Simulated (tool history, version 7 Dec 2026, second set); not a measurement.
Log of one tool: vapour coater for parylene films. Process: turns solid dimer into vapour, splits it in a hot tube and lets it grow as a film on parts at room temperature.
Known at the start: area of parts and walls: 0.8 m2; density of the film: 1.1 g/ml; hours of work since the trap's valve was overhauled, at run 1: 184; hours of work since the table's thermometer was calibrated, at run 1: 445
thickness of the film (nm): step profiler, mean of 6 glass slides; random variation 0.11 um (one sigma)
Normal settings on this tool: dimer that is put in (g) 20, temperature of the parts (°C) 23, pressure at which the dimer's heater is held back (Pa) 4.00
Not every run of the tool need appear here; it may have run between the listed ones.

run     day  dimer that is put in (g)  temperature of the parts (°C)  pressure at which the dimer's heater is held back (Pa)  hours of work since the trap's valve was overhauled  hours of work since the table's thermometer was calibrated  thickness of the film (nm)
  1   0.000                        20                             23                                                    4.00                                                  184                                                         445                       12630
  2   0.321                        20                             23                                                    4.00                                                  190                                                         451                       12620
  3   0.712                         9                             23                                                    4.00                                                  196                                                         457                        5770
  4   1.204                         9                             19                                                    4.00                                                  205                                                         466                        6550
  5   1.900                         9                             19                                                    4.00                                                  216                                                         477                        6690
  6   2.633                        20                             23                                                    4.00                                                  228                                                         489                       12500
  7   2.954                        20                             23                                                    4.00                                                  234                                                         495                       12390
  8   3.488                         8                             23                                                    4.00                                                  243                                                         504                        5050
  9   3.912                         8                             23                                                    4.00                                                  250                                                         511                        4970
 10   4.554                         8                             23                                                    4.00                                                  260                                                         521                        4960
 11   4.929                         8                             23                                                    4.00                                                  267                                                         528                        5000
 12   5.479                         8                             23                                                    4.00                                                  276                                                         537                        4900
 13   5.904                        20                             23                                                    2.84                                                  283                                                         544                       12680
 14   6.425                        20                             23                                                    2.84                                                  292                                                         553                       12480
 15   7.142                        20                             23                                                    4.00                                                  304                                                         565                       12280
 16   7.758                        20                             23                                                    4.00                                                  314                                                         575                       12300
 17   8.217                        20                             23                                                    4.00                                                  322                                                         583                       12260
 18   8.717                        20                             23                                                    4.00                                                  330                                                         591                       12220
 19   9.271                        20                             23                                                    4.00                                                  339                                                         600                       12200
 20  10.000                        20                             23                                                    4.00                                                  351                                                         612                       12340
 21  10.633                        20                             23                                                    4.00                                                  362                                                         623                       12060
 22  10.983                        20                             23                                                    4.00                                                  368                                                         629                       12230
 23  11.333                        20                             23                                                    4.00                                                  374                                                         635                       12080
 24  12.067                        20                             23                                                    4.00                                                  386                                                         647                       12090
 25  12.442                        10                             25                                                    7.51                                                  392                                                         653                        5430
 26  13.058                        11                             20                                                    3.26                                                  402                                                         663                        7480
 27  13.800                        11                             20                                                    3.26                                                  415                                                         676                        7590
 28  14.275                        34                             18                                                    4.00                                                  423                                                         684                       24930
 29  14.938                        11                             27                                                    4.00                                                  434                                                         695                        5650
 30  15.246                        20                             31                                                    4.00                                                  439                                                         700                        8740
 31  15.938                        20                             31                                                    4.00                                                  451                                                         712                        8820
 32  16.667                        35                             15                                                    9.55                                                  463                                                         724                       27020
 33  17.308                         9                             20                                                    5.68                                                  473                                                         734                        5820
 34  17.633                        19                             16                                                    4.18                                                  479                                                         740                       14630
 35  18.179                        19                             16                                                    4.18                                                  488                                                         749                       14830
 36  18.662                        19                             29                                                    4.18                                                  496                                                         757                        8840
 37  19.342                        20                             18                                                    4.00                                                  507                                                         768                       14410
 38  19.958                        20                             18                                                    4.00                                                  518                                                         779                       14350
 39  20.404                        20                             18                                                    4.00                                                  525                                                         786                       14200
     20.942  -- trap's valve overhauled
 40  21.071                        24                             18                                                    6.40                                                    2                                                         794                       19080
 41  21.783                        11                             23                                                    3.51                                                   14                                                         806                        7470
 42  22.212                        20                             19                                                    4.88                                                   21                                                         814                       15230
 43  22.550                        20                             19                                                    4.88                                                   27                                                         819                       15410
 44  22.929                        20                             19                                                    4.88                                                   33                                                         826                       15660
 45  23.579                        15                             19                                                    4.88                                                   44                                                         836                       11350
 46  24.008                        26                             22                                                    6.66                                                   51                                                         844                       17240
 47  24.612                        16                             33                                                    2.56                                                   61                                                         854                        7310

For each run, the measured value with the value that run would have given without the tool's hidden condition subtracted. The run-to-run variation is shared by both, the gauge scatter possibly not:
Unlogged tool condition in this case: vapour lost through the trap's worn valve, %; true temperature of the parts over the reading, C; drift of the gauge itself on film_um, %.
run  thickness of the film (nm)
  1                        -390
  2                        -410
  3                        -190
  4                        -230
  5                        -250
  6                        -500
  7                        -510
  8                        -210
  9                        -220
 10                        -240
 11                        -240
 12                        -250
 13                        -660
 14                        -670
 15                        -690
 16                        -720
 17                        -750
 18                        -760
 19                        -790
 20                        -830
 21                        -840
 22                        -870
 23                        -870
 24                        -910
 25                        -410
 26                        -590
 27                        -610
 28                       -2060
 29                        -490
 30                        -770
 31                        -790
 32                       -2500
 33                        -560
 34                       -1420
 35                       -1470
 36                        -890
 37                       -1490
 38                       -1520
 39                       -1530
 40                        +460
 41                        +170
 42                        +320
 43                        +310
 44                        +300
 45                        +190
 46                        +260
 47                        +100
